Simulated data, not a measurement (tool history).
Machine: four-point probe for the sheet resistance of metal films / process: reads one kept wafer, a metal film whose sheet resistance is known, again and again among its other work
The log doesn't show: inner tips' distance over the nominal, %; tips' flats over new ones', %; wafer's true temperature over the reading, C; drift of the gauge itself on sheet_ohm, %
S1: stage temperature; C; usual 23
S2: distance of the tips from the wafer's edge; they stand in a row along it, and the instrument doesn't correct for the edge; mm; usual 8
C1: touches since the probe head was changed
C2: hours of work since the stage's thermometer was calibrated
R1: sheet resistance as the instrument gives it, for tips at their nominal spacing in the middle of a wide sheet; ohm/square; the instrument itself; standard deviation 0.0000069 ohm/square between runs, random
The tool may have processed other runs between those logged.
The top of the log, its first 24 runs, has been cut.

{"run": 25, "hour": 2000.3, "S1": 26, "S2": 31, "C1": 32435, "C2": 2269, "R1": 0.034028}
{"run": 26, "hour": 2078.3, "S1": 22, "S2": 9, "C1": 36835, "C2": 2318, "R1": 0.034355}
{"run": 27, "hour": 2158.7, "S1": 22, "S2": 9, "C1": 41362, "C2": 2369, "R1": 0.034351}
{"run": 28, "hour": 2257.9, "S1": 22, "S2": 9, "C1": 46952, "C2": 2431, "R1": 0.034361}
{"run": 29, "hour": 2376.9, "S1": 25, "S2": 9, "C1": 53659, "C2": 2506, "R1": 0.034357}
{"run": 30, "hour": 2487.2, "S1": 18, "S2": 8, "C1": 59874, "C2": 2575, "R1": 0.034458}
{"hour": 2521.2, "done": "stage's thermometer calibrated"}
{"run": 31, "hour": 2564.1, "S1": 24, "S2": 5, "C1": 64184, "C2": 27, "R1": 0.035145}
{"run": 32, "hour": 2673.1, "S1": 24, "S2": 5, "C1": 70326, "C2": 95, "R1": 0.035128}
{"run": 33, "hour": 2794.6, "S1": 24, "S2": 5, "C1": 77171, "C2": 172, "R1": 0.035131}
{"run": 34, "hour": 2882.7, "S1": 23, "S2": 4, "C1": 82139, "C2": 227, "R1": 0.035741}
{"run": 35, "hour": 2965.2, "S1": 31, "S2": 15, "C1": 86789, "C2": 279, "R1": 0.034126}
{"run": 36, "hour": 3046.5, "S1": 22, "S2": 15, "C1": 91367, "C2": 330, "R1": 0.034137}
{"hour": 3160.6, "done": "new probe head fitted"}
{"run": 37, "hour": 3169.4, "S1": 30, "S2": 15, "C1": 500, "C2": 406, "R1": 0.034128}
{"run": 38, "hour": 3280.2, "S1": 19, "S2": 31, "C1": 6740, "C2": 476, "R1": 0.034023}
{"run": 39, "hour": 3371.3, "S1": 19, "S2": 31, "C1": 11878, "C2": 533, "R1": 0.034038}
{"run": 40, "hour": 3442.2, "S1": 19, "S2": 31, "C1": 15872, "C2": 578, "R1": 0.034043}
{"run": 41, "hour": 3502.3, "S1": 23, "S2": 52, "C1": 19260, "C2": 615, "R1": 0.034027}
{"run": 42, "hour": 3623.6, "S1": 28, "S2": 13, "C1": 26098, "C2": 692, "R1": 0.034166}
{"run": 43, "hour": 3741.4, "S1": 29, "S2": 23, "C1": 32732, "C2": 766, "R1": 0.034059}
{"run": 44, "hour": 3795.5, "S1": 29, "S2": 23, "C1": 35784, "C2": 800, "R1": 0.03405}

4 ways to go on from here, each from the tool as it stands after run 44. What would each give?
{"run": "A", "hour": 3860.9, "S1": 26, "S2": 8, "C1": 39469, "C2": 841, "R1": "?"}
{"run": "B", "hour": 3860.9, "S1": 23, "S2": 8, "C1": 39469, "C2": 841, "R1": "?"}
{"run": "C", "hour": 3860.9, "S1": 23, "S2": 4, "C1": 39469, "C2": 841, "R1": "?"}
{"run": "D", "hour": 3860.9, "S1": 23, "S2": 13, "C1": 39469, "C2": 841, "R1": "?"}

run=A R1=0.034456
run=B R1=0.034454
run=C R1=0.035750
run=D R1=0.034181
Without the tool's hidden state the same runs would have given:
run=A R1=0.034458
run=B R1=0.034456
run=C R1=0.035752
run=D R1=0.034183
